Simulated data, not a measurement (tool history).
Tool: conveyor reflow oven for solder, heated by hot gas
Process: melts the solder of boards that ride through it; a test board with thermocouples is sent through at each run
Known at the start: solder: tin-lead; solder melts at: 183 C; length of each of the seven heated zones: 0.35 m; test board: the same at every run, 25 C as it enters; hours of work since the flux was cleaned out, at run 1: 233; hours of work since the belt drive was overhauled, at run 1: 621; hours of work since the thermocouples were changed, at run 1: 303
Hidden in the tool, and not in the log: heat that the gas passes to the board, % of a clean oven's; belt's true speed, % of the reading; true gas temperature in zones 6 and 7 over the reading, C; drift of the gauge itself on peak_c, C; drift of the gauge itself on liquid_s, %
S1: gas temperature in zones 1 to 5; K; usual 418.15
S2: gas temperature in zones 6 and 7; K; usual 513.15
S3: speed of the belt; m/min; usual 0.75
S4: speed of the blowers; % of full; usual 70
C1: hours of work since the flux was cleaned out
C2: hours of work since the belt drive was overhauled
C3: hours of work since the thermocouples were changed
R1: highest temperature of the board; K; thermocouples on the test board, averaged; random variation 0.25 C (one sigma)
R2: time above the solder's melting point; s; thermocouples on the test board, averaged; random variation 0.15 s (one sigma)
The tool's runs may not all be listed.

run   hour      S1      S2     S3  S4   C1   C2   C3      R1    R2
  1      0  418.15  513.15   0.75  70  233  621  303  496.65  47.4
  2    8.5  418.15  513.15   0.75  70  240  628  310  496.05  47.3
  3   21.1  418.15  513.15   0.75  70  250  638  320  496.45  47.3
  4   30.3  418.15  513.15   0.75  70  257  645  327  496.35    47
  5     37  418.15  513.15   0.75  70  262  650  332  495.95  47.4
  6     50  418.15  513.15   0.75  70  272  660  342  496.05  46.9
  7   63.6  418.15  513.15   0.75  70  283  671  353  496.15  47.1
      69.8  -- flux residue cleaned out of gas plates and filters
  8   77.3  418.15  513.15   0.75  70    6  678  360  495.05  46.5
  9   88.5  418.15  513.15   0.75  70   15  687  368  495.35  46.6
     104.3  -- flux residue cleaned out of gas plates and filters, once more
 10  109.5  418.15  513.15   0.75  70    4  699  381  498.45  48.7
 11  121.1  418.15  513.15   0.75  70   13  708  390  498.45  48.6
 12  130.9  418.15  513.15   0.75  70   21  716  397  498.75  48.6
 13  143.2  418.15  513.15   0.75  70   30  725  407  498.55  48.4
 14    153  428.15  512.15  0.695  70   38  733  415  501.25    57

Run 15 comes next. What will it give?
 15  162.7  424.15  522.15  0.663  76  45  740  422   ?   ?

R1: 511.85 K
R2: 62 s
Without the tool's hidden state the same run would have given R1 510.65 K, R2 60.9 s.
